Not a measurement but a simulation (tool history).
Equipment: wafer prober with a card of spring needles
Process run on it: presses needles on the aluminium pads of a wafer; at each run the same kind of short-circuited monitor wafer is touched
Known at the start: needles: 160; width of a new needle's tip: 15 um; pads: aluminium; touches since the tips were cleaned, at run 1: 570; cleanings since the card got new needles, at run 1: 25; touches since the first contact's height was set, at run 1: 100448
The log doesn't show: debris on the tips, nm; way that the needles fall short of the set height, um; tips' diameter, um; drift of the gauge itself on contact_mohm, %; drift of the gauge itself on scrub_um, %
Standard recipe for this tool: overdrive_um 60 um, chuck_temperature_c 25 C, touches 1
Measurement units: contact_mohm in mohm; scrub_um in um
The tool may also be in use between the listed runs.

run   hour  overdrive_um  chuck_temperature_c  touches  touches since the tips were cleaned  cleanings since the card got new needles  touches since the first contact's height was set  contact_mohm  scrub_um
  1      0            60                   25        1                                  570                                        25                                            100448           186     10.07
      20.3  -- tips cleaned on abrasive film
  2   34.3            60                   25        1                                 2156                                        26                                            105734           189     10.06
        43  -- tips cleaned on abrasive film
        65  -- tips cleaned on abrasive film
  3   65.7            60                   25        1                                  114                                        28                                            110563           190     10.01
      88.7  -- tips cleaned on abrasive film
  4   94.2            60                   25        2                                  853                                        29                                            114957           186     10.02
     112.5  -- tips cleaned on abrasive film
  5  130.3            60                   25        2                                 2744                                        30                                            120523           187     10.01
     137.1  -- tips cleaned on abrasive film
     159.2  -- tips cleaned on abrasive film
     159.5  -- height of the first contact set anew
  6  167.5            60                   25        2                                 1243                                        32                                              1243           189        10
     182.3  -- tips cleaned on abrasive film
     204.5  -- tips cleaned on abrasive film
  7  212.6            60                   25        2                                 1249                                        34                                              8181           187     10.03
     226.9  -- tips cleaned on abrasive film
  8  241.7            60                   25        2                                 2286                                        35                                             12666           187      9.99
     250.5  -- tips cleaned on abrasive film
     271.8  -- tips cleaned on abrasive film
  9  271.8            60                   25        2                                    0                                        37                                             17296           189     10.07
     294.6  -- tips cleaned on abrasive film
 10  294.6            60                   25        2                                    0                                        38                                             20814           190     10.02
     315.8  -- tips cleaned on abrasive film
 11  323.3            60                   25        1                                 1160                                        39                                             25229           187      9.98
     337.4  -- tips cleaned on abrasive film
       361  -- tips cleaned on abrasive film
 12  368.1            60                   25        1                                 1097                                        41                                             32136           188     10.06
     384.2  -- tips cleaned on abrasive film
     405.8  -- tips cleaned on abrasive film
 13  410.2            60                   25        1                                  682                                        43                                             38613           185     10.06
     427.4  -- tips cleaned on abrasive film
 14  431.1            60                   25        1                                  568                                        44                                             41825           187     10.05
     451.2  -- tips cleaned on abrasive film
 15  454.9            60                   25        1                                  583                                        45                                             45503           186     10.06
     474.8  -- tips cleaned on abrasive film
       496  -- tips cleaned on abrasive film
 16  498.6            60                   25        1                                  393                                        47                                             52223           187     10.11
     518.7  -- tips cleaned on abrasive film
 17  527.8            60                   25        1                                 1406                                        48                                             56724           184     10.02
       540  -- tips cleaned on abrasive film
     563.2  -- tips cleaned on abrasive film
 18  574.9            60                   25        1                                 1806                                        50                                             63984           188     10.04
     585.1  -- tips cleaned on abrasive film
 19  598.3            60                   72        1                                 2039                                        51                                             67589           193     10.06
     606.9  -- tips cleaned on abrasive film
 20  622.9            41                   62        2                                 2477                                        52                                             71378           203      6.91
       630  -- tips cleaned on abrasive film
 21  648.6            56                   87        3                                 2871                                        53                                             75330           203      9.33
       652  -- tips cleaned on abrasive film
     676.6  -- tips cleaned on abrasive film
 22  690.9            60                   32        2                                 2211                                        55                                             81851           189     10.05
     700.6  -- tips cleaned on abrasive film
 23    711            60                   32        2                                 1612                                        56                                             84938           186        10
     724.9  -- tips cleaned on abrasive film
     747.1  -- tips cleaned on abrasive film
 24  756.4            52                   60        2                                 1429                                        58                                             91927           193       8.7
     768.6  -- tips cleaned on abrasive film
     791.5  -- tips cleaned on abrasive film
 25  791.5            51                   29        1                                    0                                        60                                             97337           191      8.53
     813.8  -- tips cleaned on abrasive film
 26    831            51                   57        2                                 2670                                        61                                            103430           192      8.55
     835.4  -- tips cleaned on abrasive film
     857.3  -- tips cleaned on abrasive film
 27  869.9            51                   57        2                                 1940                                        63                                            109407           197      8.55
     878.7  -- tips cleaned on abrasive film
 28  894.5            51                   57        2                                 2442                                        64                                            113201           194      8.67
     900.6  -- tips cleaned on abrasive film
     923.6  -- tips cleaned on abrasive film
 29  924.4            51                   95        1                                  119                                        66                                            117788           206      8.52
     947.8  -- tips cleaned on abrasive film
 30  948.3            50                   47        1                                   75                                        67                                            121476           194      8.44
 31  968.1            60                   53        2                                 3141                                        67                                            124542           188     10.02

Each row is a separate what-if for the run after 31, all from the same tool condition, not one after another. Results?
      971.6  -- tips cleaned on abrasive film
      971.9  -- height of the first contact set anew
      994.6  -- tips cleaned on abrasive film
  A  1003.5            60                   53        3                                 1382                                        69                                              4879             ?         ?
      971.6  -- tips cleaned on abrasive film
      971.9  -- height of the first contact set anew
      994.6  -- tips cleaned on abrasive film
  B  1003.5            73                  106        2                                 1382                                        69                                              4879             ?         ?
      971.6  -- tips cleaned on abrasive film
      971.9  -- height of the first contact set anew
      994.6  -- tips cleaned on abrasive film
  C  1003.5            67                   37        2                                 1382                                        69                                              4879             ?         ?

run  contact_mohm  scrub_um
  A           193     10.05
  B           204     12.25
  C           189     11.23
With the hidden condition removed and each run's random variation left untouched, the same runs would have given:
run  contact_mohm  scrub_um
  A           193     10.05
  B           204     12.25
  C           189     11.23

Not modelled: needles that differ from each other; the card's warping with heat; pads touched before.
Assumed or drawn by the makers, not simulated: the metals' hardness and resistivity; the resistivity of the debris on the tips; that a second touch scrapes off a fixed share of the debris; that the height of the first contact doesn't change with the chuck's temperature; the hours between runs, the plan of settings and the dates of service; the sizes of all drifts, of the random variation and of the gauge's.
